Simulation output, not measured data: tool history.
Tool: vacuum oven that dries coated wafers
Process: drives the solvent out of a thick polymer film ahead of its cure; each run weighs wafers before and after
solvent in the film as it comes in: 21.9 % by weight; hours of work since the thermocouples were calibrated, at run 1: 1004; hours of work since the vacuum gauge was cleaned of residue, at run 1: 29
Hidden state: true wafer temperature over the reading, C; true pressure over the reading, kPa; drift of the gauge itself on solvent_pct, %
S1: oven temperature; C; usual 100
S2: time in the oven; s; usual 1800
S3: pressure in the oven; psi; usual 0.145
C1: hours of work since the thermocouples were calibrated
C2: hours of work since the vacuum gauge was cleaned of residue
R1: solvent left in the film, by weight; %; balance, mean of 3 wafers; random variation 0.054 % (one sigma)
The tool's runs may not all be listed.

{"run": 1, "hour": 0.0, "S1": 100, "S2": 1800, "S3": 0.145, "C1": 1004, "C2": 29, "R1": 3.54}
{"run": 2, "hour": 14.5, "S1": 100, "S2": 1800, "S3": 0.413, "C1": 1010, "C2": 36, "R1": 4.11}
{"run": 3, "hour": 25.9, "S1": 100, "S2": 1500, "S3": 0.413, "C1": 1015, "C2": 41, "R1": 5.2}
{"run": 4, "hour": 43.2, "S1": 100, "S2": 1800, "S3": 0.145, "C1": 1023, "C2": 49, "R1": 3.54}
{"run": 5, "hour": 51.3, "S1": 100, "S2": 1800, "S3": 0.145, "C1": 1027, "C2": 52, "R1": 3.72}
{"run": 6, "hour": 66.7, "S1": 100, "S2": 1800, "S3": 0.145, "C1": 1034, "C2": 59, "R1": 3.68}
{"run": 7, "hour": 75.5, "S1": 100, "S2": 1800, "S3": 0.145, "C1": 1038, "C2": 63, "R1": 3.62}
{"run": 8, "hour": 92.5, "S1": 100, "S2": 1800, "S3": 0.145, "C1": 1045, "C2": 71, "R1": 3.62}
{"run": 9, "hour": 107.1, "S1": 100, "S2": 1800, "S3": 0.422, "C1": 1052, "C2": 78, "R1": 4.3}
{"run": 10, "hour": 121.9, "S1": 100, "S2": 1800, "S3": 0.193, "C1": 1059, "C2": 84, "R1": 3.85}
{"run": 11, "hour": 129.6, "S1": 111, "S2": 1800, "S3": 0.145, "C1": 1062, "C2": 88, "R1": 1.42}
{"run": 12, "hour": 143.1, "S1": 111, "S2": 900, "S3": 0.096, "C1": 1068, "C2": 94, "R1": 4.75}
{"run": 13, "hour": 153.9, "S1": 114, "S2": 900, "S3": 0.386, "C1": 1073, "C2": 99, "R1": 4.49}

Forecast run 14:
{"run": 14, "hour": 163.5, "S1": 100, "S2": 960, "S3": 0.241, "C1": 1078, "C2": 103, "R1": "?"}

{"run 14": {"R1": 7.82}}
Without the tool's hidden state the same run would have given R1 7.81 %.

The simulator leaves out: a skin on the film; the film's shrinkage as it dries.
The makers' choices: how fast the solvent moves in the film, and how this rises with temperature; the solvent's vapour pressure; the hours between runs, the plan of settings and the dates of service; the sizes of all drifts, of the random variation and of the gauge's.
